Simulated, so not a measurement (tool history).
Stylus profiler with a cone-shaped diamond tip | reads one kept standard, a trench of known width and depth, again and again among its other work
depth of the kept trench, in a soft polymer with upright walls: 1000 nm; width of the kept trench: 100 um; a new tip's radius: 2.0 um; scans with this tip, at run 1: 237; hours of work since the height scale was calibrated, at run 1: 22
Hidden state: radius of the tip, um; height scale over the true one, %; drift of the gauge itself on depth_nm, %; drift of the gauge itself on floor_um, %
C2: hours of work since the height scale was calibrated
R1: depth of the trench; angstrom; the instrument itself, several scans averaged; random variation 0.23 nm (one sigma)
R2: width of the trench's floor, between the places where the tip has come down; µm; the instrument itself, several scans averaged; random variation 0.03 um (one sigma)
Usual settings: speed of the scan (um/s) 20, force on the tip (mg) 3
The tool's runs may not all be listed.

run 1 hour=0 | speed_of_the_scan_(um/s)=20 force_on_the_tip_(mg)=3 | scans_with_this_tip=237 C2=22 | R1=10197.2 R2=96.28
run 2 hour=42 | speed_of_the_scan_(um/s)=20 force_on_the_tip_(mg)=3 | scans_with_this_tip=455 C2=42 | R1=10197.4 R2=96.31
run 3 hour=76.3 | speed_of_the_scan_(um/s)=20 force_on_the_tip_(mg)=3 | scans_with_this_tip=634 C2=59 | R1=10200 R2=96.29
run 4 hour=105.6 | speed_of_the_scan_(um/s)=20 force_on_the_tip_(mg)=3 | scans_with_this_tip=786 C2=73 | R1=10202.3 R2=96.21
run 5 hour=162.3 | speed_of_the_scan_(um/s)=20 force_on_the_tip_(mg)=3 | scans_with_this_tip=1081 C2=100 | R1=10203.6 R2=96.13
run 6 hour=207 | speed_of_the_scan_(um/s)=20 force_on_the_tip_(mg)=3 | scans_with_this_tip=1315 C2=122 | R1=10201.8 R2=96.1
run 7 hour=241 | speed_of_the_scan_(um/s)=20 force_on_the_tip_(mg)=3 | scans_with_this_tip=1491 C2=138 | R1=10198.4 R2=96.09
run 8 hour=277.5 | speed_of_the_scan_(um/s)=20 force_on_the_tip_(mg)=3 | scans_with_this_tip=1681 C2=155 | R1=10201.6 R2=96.07
run 9 hour=335 | speed_of_the_scan_(um/s)=20 force_on_the_tip_(mg)=3 | scans_with_this_tip=1980 C2=183 | R1=10199.7 R2=96.04
run 10 hour=394.8 | speed_of_the_scan_(um/s)=20 force_on_the_tip_(mg)=3 | scans_with_this_tip=2291 C2=212 | R1=10203.5 R2=95.91
-- hour=398.8 height scale calibrated on a step standard
run 11 hour=454.8 | speed_of_the_scan_(um/s)=20 force_on_the_tip_(mg)=3 | scans_with_this_tip=2601 C2=27 | R1=10206.2 R2=95.9
run 12 hour=491.5 | speed_of_the_scan_(um/s)=20 force_on_the_tip_(mg)=3 | scans_with_this_tip=2792 C2=45 | R1=10210.2 R2=95.86
run 13 hour=529.8 | speed_of_the_scan_(um/s)=8 force_on_the_tip_(mg)=3 | scans_with_this_tip=2992 C2=63 | R1=10203.7 R2=95.91
run 14 hour=556.1 | speed_of_the_scan_(um/s)=72 force_on_the_tip_(mg)=2.21 | scans_with_this_tip=3129 C2=76 | R1=10168.3 R2=95.47

Forecast run 15:
run 15 hour=592.6 | speed_of_the_scan_(um/s)=72 force_on_the_tip_(mg)=6.16 | scans_with_this_tip=3319 C2=93 | R1=? R2=?

R1: 10334.1 angstrom
R2: 95.61 µm
Without the tool's hidden state the same run would have given R1 10322.5 angstrom, R2 96.22 µm.
